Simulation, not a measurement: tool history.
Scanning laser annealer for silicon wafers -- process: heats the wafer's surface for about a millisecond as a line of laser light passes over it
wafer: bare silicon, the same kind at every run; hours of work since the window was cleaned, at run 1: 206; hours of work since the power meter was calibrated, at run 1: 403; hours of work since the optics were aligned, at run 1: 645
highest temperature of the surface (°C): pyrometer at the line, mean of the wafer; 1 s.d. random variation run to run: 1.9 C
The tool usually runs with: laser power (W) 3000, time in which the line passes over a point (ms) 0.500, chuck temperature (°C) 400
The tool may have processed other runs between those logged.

run,hour,laser power (W),time in which the line passes over a point (ms),chuck temperature (°C),hours of work since the window was cleaned,hours of work since the power meter was calibrated,hours of work since the optics were aligned,highest temperature of the surface (°C)
1,0.0,3000,0.500,400,206,403,645,1131
2,10.0,3051,0.500,400,213,410,652,1142
3,17.4,3051,0.500,400,218,416,657,1140
4,29.1,3051,0.500,400,227,424,665,1143
5,41.9,3051,0.500,400,236,433,674,1141
6,54.7,3051,0.500,400,245,442,683,1144
7,65.1,3051,0.357,400,252,449,691,1018
8,77.9,3051,0.357,400,261,458,700,1019
9,86.3,3051,0.357,400,267,464,706,1016
10,101.8,3051,0.357,400,278,475,717,1017
11,116.3,3051,0.357,400,288,485,727,1010
12,129.2,3000,0.579,400,297,494,736,1185
13,143.1,3000,0.579,400,307,504,746,1185

Run 14 has not been measured yet. What should we expect?
# hour 146.8: laser's power meter calibrated
14,153.4,2704,0.579,400,312,5,751,?

{"run 14": {"highest temperature of the surface (°C)": 1106}}
If the tool had no hidden condition, the same run with the same run-to-run variation would have returned highest temperature of the surface (°C) 1132.
